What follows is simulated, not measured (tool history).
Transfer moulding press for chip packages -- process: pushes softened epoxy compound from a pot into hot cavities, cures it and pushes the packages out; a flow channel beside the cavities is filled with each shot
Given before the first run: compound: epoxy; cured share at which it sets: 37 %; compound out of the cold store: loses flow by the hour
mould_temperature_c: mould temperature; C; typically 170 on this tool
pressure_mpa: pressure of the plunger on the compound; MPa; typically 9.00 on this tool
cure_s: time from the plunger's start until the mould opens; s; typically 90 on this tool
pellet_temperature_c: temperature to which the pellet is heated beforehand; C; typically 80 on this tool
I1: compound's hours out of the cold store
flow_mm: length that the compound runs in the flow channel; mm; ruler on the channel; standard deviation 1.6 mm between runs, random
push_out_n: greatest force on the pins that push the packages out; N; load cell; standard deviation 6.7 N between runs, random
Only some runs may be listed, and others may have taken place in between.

{"run": 1, "hour": 0.0, "mould_temperature_c": 170, "pressure_mpa": 9.0, "cure_s": 90, "pellet_temperature_c": 80, "I1": 35.4, "flow_mm": 477, "push_out_n": 376}
{"hour": 10.3, "done": "cavities cleaned with cleaning compound and waxed"}
{"run": 2, "hour": 33.5, "mould_temperature_c": 170, "pressure_mpa": 9.0, "cure_s": 90, "pellet_temperature_c": 80, "I1": 41.1, "flow_mm": 465, "push_out_n": 351}
{"hour": 39.9, "done": "plunger's sealing rings changed"}
{"hour": 62.5, "done": "cavities cleaned with cleaning compound and waxed"}
{"run": 3, "hour": 92.9, "mould_temperature_c": 170, "pressure_mpa": 9.0, "cure_s": 90, "pellet_temperature_c": 80, "I1": 16.0, "flow_mm": 522, "push_out_n": 378}
{"hour": 112.2, "done": "cavities cleaned with cleaning compound and waxed"}
{"run": 4, "hour": 129.3, "mould_temperature_c": 170, "pressure_mpa": 9.0, "cure_s": 90, "pellet_temperature_c": 80, "I1": 11.0, "flow_mm": 526, "push_out_n": 357}
{"hour": 160.0, "done": "cavities cleaned with cleaning compound and waxed"}
{"run": 5, "hour": 198.0, "mould_temperature_c": 170, "pressure_mpa": 9.0, "cure_s": 90, "pellet_temperature_c": 80, "I1": 10.1, "flow_mm": 522, "push_out_n": 408}
{"hour": 210.0, "done": "cavities cleaned with cleaning compound and waxed"}
{"run": 6, "hour": 231.7, "mould_temperature_c": 170, "pressure_mpa": 9.0, "cure_s": 75, "pellet_temperature_c": 80, "I1": 29.7, "flow_mm": 490, "push_out_n": 493}
{"hour": 255.8, "done": "cavities cleaned with cleaning compound and waxed"}
{"run": 7, "hour": 265.3, "mould_temperature_c": 178, "pressure_mpa": 9.0, "cure_s": 90, "pellet_temperature_c": 87, "I1": 35.0, "flow_mm": 459, "push_out_n": 261}
{"hour": 304.4, "done": "cavities cleaned with cleaning compound and waxed"}
{"hour": 326.2, "done": "plunger's sealing rings changed"}
{"run": 8, "hour": 326.2, "mould_temperature_c": 170, "pressure_mpa": 9.0, "cure_s": 114, "pellet_temperature_c": 75, "I1": 31.5, "flow_mm": 507, "push_out_n": 287}

Run 9, settings as shown, results not yet in. Your forecast:
{"hour": 356.6, "done": "cavities cleaned with cleaning compound and waxed"}
{"run": 9, "hour": 395.4, "mould_temperature_c": 174, "pressure_mpa": 8.19, "cure_s": 90, "pellet_temperature_c": 80, "I1": 39.3, "flow_mm": "?", "push_out_n": "?"}

flow_mm: 453 mm
push_out_n: 352 N
On a tool with no hidden condition, and with the same random variation, this run would have come out at flow_mm 457 mm, push_out_n 238 N.
